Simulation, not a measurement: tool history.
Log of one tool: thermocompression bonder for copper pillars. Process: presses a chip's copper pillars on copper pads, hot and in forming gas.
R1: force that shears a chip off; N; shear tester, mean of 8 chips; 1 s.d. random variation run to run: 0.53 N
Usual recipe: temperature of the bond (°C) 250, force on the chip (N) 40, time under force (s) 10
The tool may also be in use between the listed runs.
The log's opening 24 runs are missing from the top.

run 25 hour=266.8 | temperature_of_the_bond_(°C)=265 force_on_the_chip_(N)=53 time_under_force_(s)=13 | R1=73.9
run 26 hour=274.0 | temperature_of_the_bond_(°C)=265 force_on_the_chip_(N)=36 time_under_force_(s)=15 | R1=66.5
run 27 hour=286.5 | temperature_of_the_bond_(°C)=265 force_on_the_chip_(N)=36 time_under_force_(s)=15 | R1=66.3
-- hour=290.9 forming gas filter changed
run 28 hour=293.8 | temperature_of_the_bond_(°C)=274 force_on_the_chip_(N)=52 time_under_force_(s)=10 | R1=72.6
run 29 hour=303.1 | temperature_of_the_bond_(°C)=274 force_on_the_chip_(N)=52 time_under_force_(s)=10 | R1=74.8
run 30 hour=313.4 | temperature_of_the_bond_(°C)=274 force_on_the_chip_(N)=52 time_under_force_(s)=10 | R1=73.2
run 31 hour=319.7 | temperature_of_the_bond_(°C)=249 force_on_the_chip_(N)=43 time_under_force_(s)=7 | R1=46.9
run 32 hour=326.7 | temperature_of_the_bond_(°C)=250 force_on_the_chip_(N)=40 time_under_force_(s)=22 | R1=67.1
run 33 hour=338.3 | temperature_of_the_bond_(°C)=250 force_on_the_chip_(N)=57 time_under_force_(s)=15 | R1=67.9
run 34 hour=350.0 | temperature_of_the_bond_(°C)=253 force_on_the_chip_(N)=48 time_under_force_(s)=11 | R1=59.2
run 35 hour=360.5 | temperature_of_the_bond_(°C)=253 force_on_the_chip_(N)=48 time_under_force_(s)=11 | R1=59.2
run 36 hour=372.6 | temperature_of_the_bond_(°C)=247 force_on_the_chip_(N)=28 time_under_force_(s)=14 | R1=48.2
run 37 hour=385.6 | temperature_of_the_bond_(°C)=247 force_on_the_chip_(N)=28 time_under_force_(s)=14 | R1=47.9
run 38 hour=399.1 | temperature_of_the_bond_(°C)=247 force_on_the_chip_(N)=28 time_under_force_(s)=14 | R1=47.9
run 39 hour=410.2 | temperature_of_the_bond_(°C)=236 force_on_the_chip_(N)=30 time_under_force_(s)=14 | R1=42.4
run 40 hour=423.4 | temperature_of_the_bond_(°C)=240 force_on_the_chip_(N)=59 time_under_force_(s)=12 | R1=56.5

Here are 3 independent what-if runs from the current tool condition. What would each one return?
run A hour=430.7 | temperature_of_the_bond_(°C)=255 force_on_the_chip_(N)=58 time_under_force_(s)=24 | R1=?
run B hour=430.7 | temperature_of_the_bond_(°C)=239 force_on_the_chip_(N)=51 time_under_force_(s)=7 | R1=?
run C hour=430.7 | temperature_of_the_bond_(°C)=243 force_on_the_chip_(N)=53 time_under_force_(s)=22 | R1=?

run=A R1=78.8
run=B R1=45.3
run=C R1=69.0
With the hidden condition removed and each run's random variation left untouched, the same runs would have given:
run=A R1=78.9
run=B R1=45.2
run=C R1=69.0
